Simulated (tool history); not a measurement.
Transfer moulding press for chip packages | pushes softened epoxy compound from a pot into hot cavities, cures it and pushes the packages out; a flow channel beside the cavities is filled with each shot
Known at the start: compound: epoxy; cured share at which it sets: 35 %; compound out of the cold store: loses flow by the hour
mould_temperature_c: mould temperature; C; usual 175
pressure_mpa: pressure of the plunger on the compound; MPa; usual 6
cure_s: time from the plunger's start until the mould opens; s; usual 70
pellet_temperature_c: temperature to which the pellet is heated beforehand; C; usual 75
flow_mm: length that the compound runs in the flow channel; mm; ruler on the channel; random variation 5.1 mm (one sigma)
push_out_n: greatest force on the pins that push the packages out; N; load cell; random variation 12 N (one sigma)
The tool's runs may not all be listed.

run,hour,mould_temperature_c,pressure_mpa,cure_s,pellet_temperature_c,incoming compound's hours out of the cold store,flow_mm,push_out_n
1,0,175,6,70,75,27,631,561
2,19.8,175,6,70,75,43.3,575,748
3,40.9,175,6,70,75,27.4,636,934
# hour 48: cavities cleaned with cleaning compound and waxed
# hour 68.6: mould's thermocouples calibrated
4,74.1,175,6,70,75,38.4,588,809
5,94.2,175,6,70,75,10.2,688,1036
# hour 98: cavities cleaned with cleaning compound and waxed
6,115.6,175,6,70,75,40.1,571,735
7,135.5,175,6,70,75,31.9,590,868
# hour 146.4: cavities cleaned with cleaning compound and waxed
8,167.3,175,6,70,75,29.5,604,767
# hour 195.2: cavities cleaned with cleaning compound and waxed
9,200.1,175,6,70,69,15,659,686
10,217.3,175,6,70,69,44.8,539,791
11,240.1,175,6,70,69,20,632,933
# hour 242.8: cavities cleaned with cleaning compound and waxed
12,262.2,175,6,70,69,41.4,550,752
# hour 290.3: cavities cleaned with cleaning compound and waxed
13,293.4,175,6,70,69,25.8,594,622
14,324.9,175,6,70,69,34.4,566,902
# hour 340.4: plunger's sealing rings changed
# hour 341.9: cavities cleaned with cleaning compound and waxed
15,355.3,170,6,70,69,36.3,609,947
16,371.9,170,6,70,69,39.6,597,1208
17,386.4,170,6,70,69,8.4,718,1475
# hour 389.8: cavities cleaned with cleaning compound and waxed
18,415.8,170,6,70,69,46.5,564,1085
19,433.7,170,6,70,69,29.9,632,1358
# hour 439.3: cavities cleaned with cleaning compound and waxed
20,451.8,175,5.1,70,69,35.8,543,721
21,478.4,174,5.1,70,82,24.8,570,986
# hour 487.3: cavities cleaned with cleaning compound and waxed
22,503.5,175,6,62,72,22,631,974
23,528.3,175,6,62,72,22.7,618,1227
# hour 536.6: cavities cleaned with cleaning compound and waxed
24,559.5,175,6,62,72,16,663,1130
# hour 585.5: cavities cleaned with cleaning compound and waxed
25,587.6,173,6,70,75,12,668,731
26,605.1,175,6,92,75,43.4,536,609
27,627.2,175,6,92,75,34.8,564,705
# hour 634.8: cavities cleaned with cleaning compound and waxed
28,648.2,172,7.35,70,75,31.9,639,851

4 ways to go on from here, each from the tool as it stands after run 28. What would each give?
# hour 666.3: mould's thermocouples calibrated
A,674.1,175,6,69,65,42.9,?,?
# hour 666.3: mould's thermocouples calibrated
B,674.1,175,6,106,75,28.3,?,?
# hour 666.3: mould's thermocouples calibrated
C,674.1,172,5.95,55,75,23.7,?,?
# hour 666.3: mould's thermocouples calibrated
D,674.1,174,6.38,70,81,47.8,?,?

run,flow_mm,push_out_n
A,533,905
B,578,663
C,602,1714
D,535,881
Without the tool's hidden state the same runs would have given:
run,flow_mm,push_out_n
A,575,554
B,625,406
C,650,1046
D,577,538
